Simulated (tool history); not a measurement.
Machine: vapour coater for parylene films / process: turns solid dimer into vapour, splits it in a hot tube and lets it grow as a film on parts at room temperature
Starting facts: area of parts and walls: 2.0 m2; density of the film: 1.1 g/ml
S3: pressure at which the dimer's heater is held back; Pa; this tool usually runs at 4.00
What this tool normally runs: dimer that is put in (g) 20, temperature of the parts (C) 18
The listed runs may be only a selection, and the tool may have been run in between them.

run 1 hour=0.0 | dimer_that_is_put_in_(g)=20 temperature_of_the_parts_(C)=18 S3=4.00 | thickness_of_the_film_(µm)=6.37
run 2 hour=28.7 | dimer_that_is_put_in_(g)=20 temperature_of_the_parts_(C)=21 S3=4.00 | thickness_of_the_film_(µm)=5.70
run 3 hour=49.6 | dimer_that_is_put_in_(g)=20 temperature_of_the_parts_(C)=21 S3=4.39 | thickness_of_the_film_(µm)=5.60
run 4 hour=89.5 | dimer_that_is_put_in_(g)=20 temperature_of_the_parts_(C)=18 S3=4.00 | thickness_of_the_film_(µm)=6.35
run 5 hour=125.3 | dimer_that_is_put_in_(g)=20 temperature_of_the_parts_(C)=18 S3=4.00 | thickness_of_the_film_(µm)=6.34
run 6 hour=162.1 | dimer_that_is_put_in_(g)=20 temperature_of_the_parts_(C)=18 S3=4.00 | thickness_of_the_film_(µm)=6.33
run 7 hour=209.6 | dimer_that_is_put_in_(g)=20 temperature_of_the_parts_(C)=18 S3=4.00 | thickness_of_the_film_(µm)=6.32
run 8 hour=256.7 | dimer_that_is_put_in_(g)=20 temperature_of_the_parts_(C)=18 S3=4.00 | thickness_of_the_film_(µm)=6.33
run 9 hour=276.9 | dimer_that_is_put_in_(g)=20 temperature_of_the_parts_(C)=18 S3=4.00 | thickness_of_the_film_(µm)=6.25
run 10 hour=303.2 | dimer_that_is_put_in_(g)=20 temperature_of_the_parts_(C)=18 S3=4.00 | thickness_of_the_film_(µm)=6.27
run 11 hour=326.2 | dimer_that_is_put_in_(g)=20 temperature_of_the_parts_(C)=18 S3=4.00 | thickness_of_the_film_(µm)=6.33
run 12 hour=353.1 | dimer_that_is_put_in_(g)=20 temperature_of_the_parts_(C)=18 S3=4.00 | thickness_of_the_film_(µm)=6.26
run 13 hour=389.0 | dimer_that_is_put_in_(g)=20 temperature_of_the_parts_(C)=18 S3=4.00 | thickness_of_the_film_(µm)=6.38
run 14 hour=408.8 | dimer_that_is_put_in_(g)=20 temperature_of_the_parts_(C)=18 S3=4.00 | thickness_of_the_film_(µm)=6.31
run 15 hour=440.2 | dimer_that_is_put_in_(g)=20 temperature_of_the_parts_(C)=18 S3=4.00 | thickness_of_the_film_(µm)=6.48
run 16 hour=465.6 | dimer_that_is_put_in_(g)=20 temperature_of_the_parts_(C)=18 S3=4.00 | thickness_of_the_film_(µm)=6.32
-- hour=516.0 trap's valve overhauled
run 17 hour=516.0 | dimer_that_is_put_in_(g)=20 temperature_of_the_parts_(C)=18 S3=4.00 | thickness_of_the_film_(µm)=6.30
run 18 hour=558.0 | dimer_that_is_put_in_(g)=23 temperature_of_the_parts_(C)=18 S3=4.00 | thickness_of_the_film_(µm)=7.32
run 19 hour=606.1 | dimer_that_is_put_in_(g)=23 temperature_of_the_parts_(C)=18 S3=4.00 | thickness_of_the_film_(µm)=7.32
run 20 hour=630.9 | dimer_that_is_put_in_(g)=23 temperature_of_the_parts_(C)=18 S3=4.00 | thickness_of_the_film_(µm)=7.41
run 21 hour=665.2 | dimer_that_is_put_in_(g)=23 temperature_of_the_parts_(C)=18 S3=4.00 | thickness_of_the_film_(µm)=7.39
run 22 hour=700.1 | dimer_that_is_put_in_(g)=20 temperature_of_the_parts_(C)=18 S3=4.00 | thickness_of_the_film_(µm)=6.39
run 23 hour=730.9 | dimer_that_is_put_in_(g)=35 temperature_of_the_parts_(C)=18 S3=4.00 | thickness_of_the_film_(µm)=11.15
run 24 hour=755.5 | dimer_that_is_put_in_(g)=27 temperature_of_the_parts_(C)=11 S3=4.45 | thickness_of_the_film_(µm)=10.86
run 25 hour=783.5 | dimer_that_is_put_in_(g)=28 temperature_of_the_parts_(C)=18 S3=3.14 | thickness_of_the_film_(µm)=9.26
run 26 hour=821.4 | dimer_that_is_put_in_(g)=20 temperature_of_the_parts_(C)=15 S3=4.92 | thickness_of_the_film_(µm)=6.79
run 27 hour=846.8 | dimer_that_is_put_in_(g)=27 temperature_of_the_parts_(C)=18 S3=4.00 | thickness_of_the_film_(µm)=8.60
run 28 hour=872.3 | dimer_that_is_put_in_(g)=20 temperature_of_the_parts_(C)=18 S3=3.37 | thickness_of_the_film_(µm)=6.71
run 29 hour=913.5 | dimer_that_is_put_in_(g)=20 temperature_of_the_parts_(C)=11 S3=4.00 | thickness_of_the_film_(µm)=8.25
run 30 hour=946.2 | dimer_that_is_put_in_(g)=28 temperature_of_the_parts_(C)=11 S3=4.00 | thickness_of_the_film_(µm)=11.35
run 31 hour=973.4 | dimer_that_is_put_in_(g)=9 temperature_of_the_parts_(C)=18 S3=4.00 | thickness_of_the_film_(µm)=2.90
run 32 hour=996.7 | dimer_that_is_put_in_(g)=9 temperature_of_the_parts_(C)=18 S3=4.00 | thickness_of_the_film_(µm)=2.82
-- hour=1031.5 trap's valve overhauled
run 33 hour=1031.5 | dimer_that_is_put_in_(g)=9 temperature_of_the_parts_(C)=18 S3=4.00 | thickness_of_the_film_(µm)=2.83
run 34 hour=1059.4 | dimer_that_is_put_in_(g)=35 temperature_of_the_parts_(C)=18 S3=6.48 | thickness_of_the_film_(µm)=10.21
run 35 hour=1082.7 | dimer_that_is_put_in_(g)=35 temperature_of_the_parts_(C)=18 S3=6.48 | thickness_of_the_film_(µm)=10.09
run 36 hour=1125.4 | dimer_that_is_put_in_(g)=22 temperature_of_the_parts_(C)=13 S3=2.07 | thickness_of_the_film_(µm)=9.57
run 37 hour=1155.8 | dimer_that_is_put_in_(g)=8 temperature_of_the_parts_(C)=17 S3=2.56 | thickness_of_the_film_(µm)=2.91
run 38 hour=1176.3 | dimer_that_is_put_in_(g)=31 temperature_of_the_parts_(C)=27 S3=2.35 | thickness_of_the_film_(µm)=7.90
run 39 hour=1204.0 | dimer_that_is_put_in_(g)=8 temperature_of_the_parts_(C)=12 S3=2.39 | thickness_of_the_film_(µm)=3.50
run 40 hour=1252.8 | dimer_that_is_put_in_(g)=10 temperature_of_the_parts_(C)=12 S3=2.39 | thickness_of_the_film_(µm)=4.41
run 41 hour=1285.8 | dimer_that_is_put_in_(g)=9 temperature_of_the_parts_(C)=19 S3=5.08 | thickness_of_the_film_(µm)=2.65
run 42 hour=1325.8 | dimer_that_is_put_in_(g)=9 temperature_of_the_parts_(C)=23 S3=3.19 | thickness_of_the_film_(µm)=2.52
run 43 hour=1347.0 | dimer_that_is_put_in_(g)=10 temperature_of_the_parts_(C)=18 S3=4.82 | thickness_of_the_film_(µm)=3.07
run 44 hour=1379.1 | dimer_that_is_put_in_(g)=15 temperature_of_the_parts_(C)=22 S3=4.00 | thickness_of_the_film_(µm)=4.12
run 45 hour=1425.1 | dimer_that_is_put_in_(g)=15 temperature_of_the_parts_(C)=13 S3=9.93 | thickness_of_the_film_(µm)=4.72
run 46 hour=1451.9 | dimer_that_is_put_in_(g)=29 temperature_of_the_parts_(C)=18 S3=8.54 | thickness_of_the_film_(µm)=7.88

What if the next run were any one of these 5? Each begins from the tool's condition after run 46:
run A hour=1472.2 | dimer_that_is_put_in_(g)=20 temperature_of_the_parts_(C)=18 S3=6.80 | thickness_of_the_film_(µm)=?
run B hour=1472.2 | dimer_that_is_put_in_(g)=29 temperature_of_the_parts_(C)=28 S3=10.87 | thickness_of_the_film_(µm)=?
run C hour=1472.2 | dimer_that_is_put_in_(g)=29 temperature_of_the_parts_(C)=14 S3=8.61 | thickness_of_the_film_(µm)=?
run D hour=1472.2 | dimer_that_is_put_in_(g)=13 temperature_of_the_parts_(C)=15 S3=11.36 | thickness_of_the_film_(µm)=?
run E hour=1472.2 | dimer_that_is_put_in_(g)=29 temperature_of_the_parts_(C)=10 S3=8.54 | thickness_of_the_film_(µm)=?

run=A thickness_of_the_film_(µm)=5.67
run=B thickness_of_the_film_(µm)=5.28
run=C thickness_of_the_film_(µm)=9.15
run=D thickness_of_the_film_(µm)=3.83
run=E thickness_of_the_film_(µm)=10.67
Had the tool no hidden state, the same runs would have come out as:
run=A thickness_of_the_film_(µm)=5.70
run=B thickness_of_the_film_(µm)=5.31
run=C thickness_of_the_film_(µm)=9.20
run=D thickness_of_the_film_(µm)=3.85
run=E thickness_of_the_film_(µm)=10.73
